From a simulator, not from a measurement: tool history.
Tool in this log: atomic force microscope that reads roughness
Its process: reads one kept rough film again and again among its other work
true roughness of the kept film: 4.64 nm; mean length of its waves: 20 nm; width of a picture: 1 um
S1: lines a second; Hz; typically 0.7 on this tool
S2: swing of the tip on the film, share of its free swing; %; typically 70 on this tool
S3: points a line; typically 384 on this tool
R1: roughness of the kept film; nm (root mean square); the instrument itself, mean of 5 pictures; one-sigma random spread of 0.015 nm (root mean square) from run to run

Run 1, hour 0: usual settings. Result: R1 2.667 nm (root mean square).
Run 2, hour 42.7: usual settings. Result: R1 2.524 nm (root mean square).
Run 3, hour 92.2: usual settings. Result: R1 2.338 nm (root mean square).
At hour 107.3: new tip fitted.
Run 4, hour 124.8: usual settings. Result: R1 3.354 nm (root mean square).
Run 5, hour 159.2: usual settings. Result: R1 3.113 nm (root mean square).
Run 6, hour 211.3: usual settings. Result: R1 2.791 nm (root mean square).
Run 7, hour 256.7: usual settings. Result: R1 2.605 nm (root mean square).
Run 8, hour 288.6: usual settings but S1 3.81 Hz. Result: R1 2.098 nm (root mean square).
Run 9, hour 339.2: usual settings but S1 3.81 Hz. Result: R1 1.93 nm (root mean square).
At hour 342.8: height scale calibrated on a step standard.
At hour 364: new tip fitted.
Run 10, hour 381.7: usual settings but S1 3.81 Hz. Result: R1 2.843 nm (root mean square).
Run 11, hour 417.4: usual settings. Result: R1 3.084 nm (root mean square).
Run 12, hour 455: usual settings. Result: R1 2.881 nm (root mean square).
Run 13, hour 516.3: usual settings. Result: R1 2.596 nm (root mean square).
At hour 560: height scale calibrated on a step standard, once more.
Run 14, hour 560: usual settings but S1 0.871 Hz, S2 85 %, S3 759. Result: R1 2.358 nm (root mean square).
Run 15, hour 608: usual settings but S1 0.871 Hz, S2 85 %, S3 759. Result: R1 2.199 nm (root mean square).
At hour 619.9: new tip fitted.
Run 16, hour 671: usual settings but S1 3.434 Hz, S3 307. Result: R1 2.746 nm (root mean square).
Run 17, hour 697: usual settings but S1 3.434 Hz, S3 307. Result: R1 2.605 nm (root mean square).
Run 18, hour 744.3: usual settings but S1 3.434 Hz, S3 307. Result: R1 2.39 nm (root mean square).
Run 19, hour 793: usual settings but S1 3.434 Hz, S2 61 %, S3 903. Result: R1 2.441 nm (root mean square).
Run 20, hour 848.8: usual settings but S1 3.693 Hz, S3 261. Result: R1 1.991 nm (root mean square).
At hour 873.2: new tip fitted.
Run 21, hour 902.8: usual settings but S1 1.704 Hz, S2 80 %. Result: R1 2.94 nm (root mean square).
Run 22, hour 963.1: usual settings but S1 3.729 Hz, S2 60 %, S3 261. Result: R1 2.684 nm (root mean square).
Run 23, hour 1012.5: usual settings but S1 3.516 Hz, S2 89 %, S3 479. Result: R1 1.828 nm (root mean square).
Run 24, hour 1055.6: usual settings but S2 65 %. Result: R1 2.53 nm (root mean square).
Run 25, hour 1104: usual settings but S2 76 %, S3 984. Result: R1 2.334 nm (root mean square).

5 options for the next run, each taken on its own from the tool as it stands now. Forecast them:
At hour 1127.6: new tip fitted.
Run A, hour 1141.3: usual settings but S3 265. Result: R1 ?.
At hour 1127.6: new tip fitted.
Run B, hour 1141.3: usual settings but S2 73 %, S3 984. Result: R1 ?.
At hour 1127.6: new tip fitted.
Run C, hour 1141.3: usual settings but S2 61 %, S3 984. Result: R1 ?.
At hour 1127.6: new tip fitted.
Run D, hour 1141.3: usual settings but S2 66 %, S3 984. Result: R1 ?.
At hour 1127.6: new tip fitted.
Run E, hour 1141.3: usual settings but S2 73 %, S3 865. Result: R1 ?.

run     R1
  A  3.372
  B  3.421
  C  3.518
  D  3.509
  E   3.44
Stripped of hidden state, with their random variation kept, the same runs would have yielded:
run     R1
  A  3.516
  B  3.567
  C  3.668
  D  3.659
  E  3.587
